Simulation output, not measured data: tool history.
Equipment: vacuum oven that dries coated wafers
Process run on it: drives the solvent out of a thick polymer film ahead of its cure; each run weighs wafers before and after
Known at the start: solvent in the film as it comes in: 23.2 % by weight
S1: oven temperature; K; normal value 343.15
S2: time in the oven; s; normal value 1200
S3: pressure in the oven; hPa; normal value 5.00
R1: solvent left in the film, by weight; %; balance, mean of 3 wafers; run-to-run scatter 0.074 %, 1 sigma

run   hour      S1    S2     S3     R1
  1    0.0  343.15  1200   5.00   5.50
  2   29.8  343.15  1200   5.00   5.57
  3   74.0  343.15  1200   5.00   5.49
  4  124.6  343.15  1200   5.00   5.61
  5  169.5  343.15  1200   5.00   5.47
  6  199.6  343.15  1200   5.00   5.57
  7  260.3  343.15  1200   5.00   5.56
  8  314.1  343.15  1200   5.00   5.42
  9  354.4  343.15  1200   5.00   5.43
 10  414.6  343.15  1200   5.00   5.45
 11  460.0  343.15  1200   5.00   5.54
 12  504.8  336.15  1800   4.13   5.52
 13  543.4  351.15   660   4.00   6.47
 14  594.1  351.15   660   4.00   6.61
     616.3  -- oven's thermocouples calibrated
 15  635.5  343.15  1200   6.53   5.58
 16  686.2  343.15  1680   9.03   3.63
 17  715.5  342.15  1020   9.03   7.18
 18  755.9  328.15  1920  16.55   8.93
 19  796.3  335.15  1680   2.65   6.22
 20  826.4  335.15   900   2.65  10.21
 21  891.9  357.15  1620  13.32   0.85
 22  938.6  343.15  1200   3.19   5.39

Each row is a separate what-if for the run after 22, all from the same tool condition, not one after another. Results?
  A  979.2  343.15   600  5.00   ?
  B  979.2  335.15  1440  3.52   ?
  C  979.2  343.15  1080  3.43   ?
  D  979.2  339.15  1200  3.19   ?
  E  979.2  341.15   660  3.19   ?

run     R1
  A  10.06
  B   7.19
  C   6.17
  D   6.97
  E  10.15
With no hidden state in the tool, these same runs would have given:
run     R1
  A  10.06
  B   7.18
  C   6.17
  D   6.97
  E  10.14
